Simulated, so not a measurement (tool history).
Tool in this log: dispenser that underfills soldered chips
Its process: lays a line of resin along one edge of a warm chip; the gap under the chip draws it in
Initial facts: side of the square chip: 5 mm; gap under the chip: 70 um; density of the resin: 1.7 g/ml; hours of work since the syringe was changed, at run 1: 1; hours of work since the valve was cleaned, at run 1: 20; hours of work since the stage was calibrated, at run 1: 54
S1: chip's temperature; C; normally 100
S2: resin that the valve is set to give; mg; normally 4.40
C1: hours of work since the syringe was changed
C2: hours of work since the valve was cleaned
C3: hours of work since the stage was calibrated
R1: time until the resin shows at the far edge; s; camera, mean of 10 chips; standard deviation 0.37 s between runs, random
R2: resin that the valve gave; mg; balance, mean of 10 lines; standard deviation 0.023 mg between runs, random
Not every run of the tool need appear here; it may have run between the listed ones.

run 1 hour=0.0 | S1=100 S2=4.40 | C1=1 C2=20 C3=54 | R1=24.4 R2=4.32
run 2 hour=3.5 | S1=100 S2=5.37 | C1=3 C2=22 C3=56 | R1=29.0 R2=5.23
run 3 hour=5.4 | S1=100 S2=5.37 | C1=4 C2=24 C3=57 | R1=31.3 R2=5.24
run 4 hour=9.9 | S1=98 S2=5.37 | C1=7 C2=26 C3=60 | R1=42.7 R2=5.20
run 5 hour=12.6 | S1=98 S2=5.37 | C1=9 C2=28 C3=61 | R1=49.4 R2=5.21
run 6 hour=16.6 | S1=98 S2=5.37 | C1=11 C2=30 C3=64 | R1=60.5 R2=5.17
-- hour=18.1 new syringe of resin
run 7 hour=19.0 | S1=98 S2=5.37 | C1=1 C2=32 C3=65 | R1=25.1 R2=5.23
run 8 hour=21.0 | S1=98 S2=5.37 | C1=2 C2=33 C3=66 | R1=28.1 R2=5.21
run 9 hour=23.3 | S1=98 S2=5.37 | C1=3 C2=34 C3=68 | R1=31.0 R2=5.17
run 10 hour=26.0 | S1=98 S2=5.37 | C1=5 C2=36 C3=69 | R1=34.8 R2=5.18
run 11 hour=30.4 | S1=98 S2=4.21 | C1=7 C2=39 C3=72 | R1=46.1 R2=4.07
run 12 hour=32.9 | S1=100 S2=3.85 | C1=9 C2=40 C3=73 | R1=50.8 R2=3.75
run 13 hour=37.0 | S1=100 S2=3.85 | C1=11 C2=43 C3=76 | R1=61.5 R2=3.68
-- hour=38.1 new syringe of resin
run 14 hour=41.0 | S1=103 S2=3.86 | C1=2 C2=45 C3=78 | R1=24.3 R2=3.72
run 15 hour=45.6 | S1=103 S2=3.73 | C1=5 C2=48 C3=81 | R1=31.2 R2=3.56
run 16 hour=49.1 | S1=102 S2=3.98 | C1=7 C2=50 C3=83 | R1=38.4 R2=3.81

What will run 17 give?
run 17 hour=51.3 | S1=102 S2=3.98 | C1=8 C2=51 C3=84 | R1=? R2=?

R1: 42.8 s
R2: 3.78 mg
Minus the tool's unlogged condition, the same run would have read R1 21.4 s, R2 3.98 mg.
